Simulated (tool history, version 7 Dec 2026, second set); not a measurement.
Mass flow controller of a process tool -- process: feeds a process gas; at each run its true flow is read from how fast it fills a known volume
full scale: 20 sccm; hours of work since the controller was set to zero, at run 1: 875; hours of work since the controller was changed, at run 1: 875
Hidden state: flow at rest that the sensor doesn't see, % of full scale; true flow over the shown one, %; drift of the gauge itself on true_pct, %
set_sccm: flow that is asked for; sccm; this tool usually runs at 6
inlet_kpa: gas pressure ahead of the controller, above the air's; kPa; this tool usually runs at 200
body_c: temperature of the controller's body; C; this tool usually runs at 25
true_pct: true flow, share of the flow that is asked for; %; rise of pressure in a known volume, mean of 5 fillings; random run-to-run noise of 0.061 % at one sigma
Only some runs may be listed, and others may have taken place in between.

run	day	set_sccm	inlet_kpa	body_c	hours of work since the controller was set to zero	hours of work since the controller was changed	true_pct
1	0	6	200	25	875	875	99.85
2	18.875	2	200	25	1204	1204	101.37
3	30.421	2	200	25	1406	1406	101.76
4	47.467	11	200	25	1703	1703	99.63
5	59.762	11	200	25	1917	1917	99.76
6	75.242	11	200	25	2187	2187	99.59
7	94.625	6	200	25	2525	2525	100.23
8	107.625	6	200	25	2752	2752	100.17
9	124.271	6	183	25	3042	3042	100.31
10	138.746	6	183	25	3295	3295	100.44
11	156.542	6	183	25	3605	3605	100.48
12	165.542	6	183	32	3762	3762	100.22
13	183.646	6	200	25	4078	4078	100.47
14	196.458	6	200	25	4301	4301	100.52
15	212.325	6	200	40	4578	4578	99.85
# day 213.8: controller's zero set anew
16	220.75	6	200	25	121	4724	97.74
17	230.912	6	200	25	298	4901	97.84
18	247.979	6	200	25	596	5199	97.84
19	258.621	6	153	25	782	5385	98.08
20	268.279	6	153	25	950	5553	98.05
21	280.192	6	200	25	1158	5761	97.93
22	294.062	6	200	25	1400	6003	97.94
23	304.179	6	200	25	1576	6179	97.97
24	316.808	14	181	22	1796	6399	97.88
25	325.862	6	168	25	1954	6557	98.22
26	340.329	6	168	25	2206	6809	98.25
27	356.162	8	153	23	2482	7085	98.25
28	366.608	10	152	25	2665	7268	97.99
29	380.046	10	152	25	2899	7502	97.85
30	393.683	10	152	25	3137	7740	97.82
31	411.154	13	159	29	3441	8044	97.45
32	425.171	13	159	27	3686	8289	97.54
# day 439.688: controller exchanged for a calibrated one
33	440.246	13	159	27	10	10	100.04
34	456.596	6	200	30	295	295	99.47
35	473.292	6	200	30	586	586	99.49
36	486.279	6	203	23	812	812	99.88
37	499.817	6	203	23	1049	1049	99.83
38	510.129	5	206	25	1228	1228	99.98
39	519.508	10	200	31	1392	1392	99.55
40	535.371	3	220	21	1669	1669	100.99
41	551.238	3	220	21	1945	1945	101.21
42	562.775	3	220	21	2146	2146	101.5
43	574.838	3	220	21	2357	2357	101.63
44	591.912	3	220	21	2654	2654	101.84
45	601.008	3	220	21	2813	2813	101.91
46	612.25	18	274	24	3009	3009	99.09

Difference, measured minus no-hidden-state, one row per run. Run-to-run variation is common to both terms; the gauge's own scatter need not be:
run	true_pct
1	+0.26
2	+1.95
3	+2.25
4	-0.07
5	-0.08
6	-0.1
7	+0.62
8	+0.68
9	+0.73
10	+0.79
11	+0.86
12	+0.89
13	+0.95
14	+1
15	+1.06
16	-1.77
17	-1.75
18	-1.7
19	-1.68
20	-1.64
21	-1.6
22	-1.55
23	-1.52
24	-2.12
25	-1.44
26	-1.39
27	-1.74
28	-1.98
29	-1.99
30	-1.99
31	-2.31
32	-2.32
33	+0.06
34	+0.16
35	+0.24
36	+0.28
37	+0.32
38	+0.51
39	+0.02
40	+1.52
41	+1.76
42	+1.95
43	+2.12
44	+2.36
45	+2.5
46	-0.53
